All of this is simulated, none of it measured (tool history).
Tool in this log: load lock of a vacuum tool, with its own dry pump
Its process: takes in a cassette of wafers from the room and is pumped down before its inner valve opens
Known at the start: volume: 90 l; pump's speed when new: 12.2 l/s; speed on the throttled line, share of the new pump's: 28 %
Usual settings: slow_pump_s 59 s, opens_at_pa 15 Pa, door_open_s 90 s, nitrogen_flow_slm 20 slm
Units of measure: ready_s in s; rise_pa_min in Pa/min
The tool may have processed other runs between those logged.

run,day,slow_pump_s,opens_at_pa,door_open_s,nitrogen_flow_slm,"incoming humidity of the room's air, %",ready_s,rise_pa_min
1,0,59,15,90,20,46.6,112.5,0.04
2,4.321,59,15,90,20,44.7,113.1,0.038
3,9.108,59,15,90,20,46.8,111.9,0.047
4,13.417,59,15,90,20,45.4,114.1,0.04
5,17.904,59,15,90,20,43.2,112.8,0.038
6,21.062,59,15,52,20,42,113.7,0.036
7,24.354,59,15,52,20,44.4,113.4,0.038
8,28.867,59,15,52,20,46.3,113.3,0.041
9,31.554,59,15,52,20,43.7,113.6,0.033
10,35.896,59,15,90,20,44.7,112.8,0.052
11,38.683,59,15,90,20,45,114,0.046
12,41.604,59,15,90,20,44.9,114.3,0.049
13,46.454,59,15,90,20,43.9,113.6,0.051
14,52.167,30,15,90,20,45,95.4,0.054
15,56.396,30,15,90,20,46,95.4,0.054
16,61.754,59,15,90,20,45.9,115.1,0.059
17,66.4,59,15,90,20,44.7,115.6,0.054
18,70.942,59,15,90,16,46.2,114.6,0.065
19,75.646,59,15,90,16,45.9,116.5,0.064
20,81.033,59,15,55,6,40.7,117.3,0.065
21,85.779,90,12,73,11,40.5,139.9,0.061
22,90.246,62,14,54,42,41.6,116.7,0.044
23,93.1,62,14,54,42,45.2,119.7,0.05
24,96.683,62,19,40,42,42.6,117,0.049
25,102.017,33,16,55,9,44.5,99.1,0.066
26,107.121,42,24,55,9,46.7,101.1,0.072
27,112.058,42,24,55,9,48.9,100.6,0.082
28,116.804,93,28,50,20,44.2,133.7,0.064
29,122.625,66,30,130,20,43.8,114.8,0.093
30,125.717,32,15,54,32,45.4,98.5,0.068
31,128.646,44,15,90,5,46.3,106.4,0.097
32,131.746,59,19,90,20,46.1,114.2,0.084
33,137.325,59,19,90,20,42.1,115.8,0.086
34,143.35,59,19,90,20,44.1,115.3,0.092
35,148.721,39,18,167,10,43.9,104,0.118
36,152.429,59,15,90,27,43.4,118.2,0.083
37,155.612,81,26,69,8,43.8,127.1,0.096

Pick out some run-to-run changes in ready_s. Of each, how much would a tool without hidden state show as well, from the settings, what came in and chance, and how much is left for the hidden state and any gauge scatter not in both results compared?
The tool's hidden condition here consists of: pump's speed, % of a new pump's; leak at the door's seal, Pa l/s; drift of the gauge itself on ready_s, %; drift of the gauge itself on rise_pa_min, %.
Run 20 -> 21: slow_pump_s 59 -> 90, opens_at_pa 15 -> 12, door_open_s 55 -> 73, nitrogen_flow_slm 6 -> 11. ready_s +22.6 s: hidden state -1, all else +23.6.
Run 21 -> 22: slow_pump_s 90 -> 62, opens_at_pa 12 -> 14, door_open_s 73 -> 54, nitrogen_flow_slm 11 -> 42. ready_s -23.2 s: hidden state +0.9, all else -24.1.
Run 27 -> 28: slow_pump_s 42 -> 93, opens_at_pa 24 -> 28, door_open_s 55 -> 50, nitrogen_flow_slm 9 -> 20. ready_s +33.1 s: hidden state -2.8, all else +35.9.
Run 29 -> 30: slow_pump_s 66 -> 32, opens_at_pa 30 -> 15, door_open_s 130 -> 54, nitrogen_flow_slm 20 -> 32. ready_s -16.3 s: hidden state +3, all else -19.3.
Run 36 -> 37: slow_pump_s 59 -> 81, opens_at_pa 15 -> 26, door_open_s 90 -> 69, nitrogen_flow_slm 27 -> 8. ready_s +8.9 s: hidden state -2.3, all else +11.2.
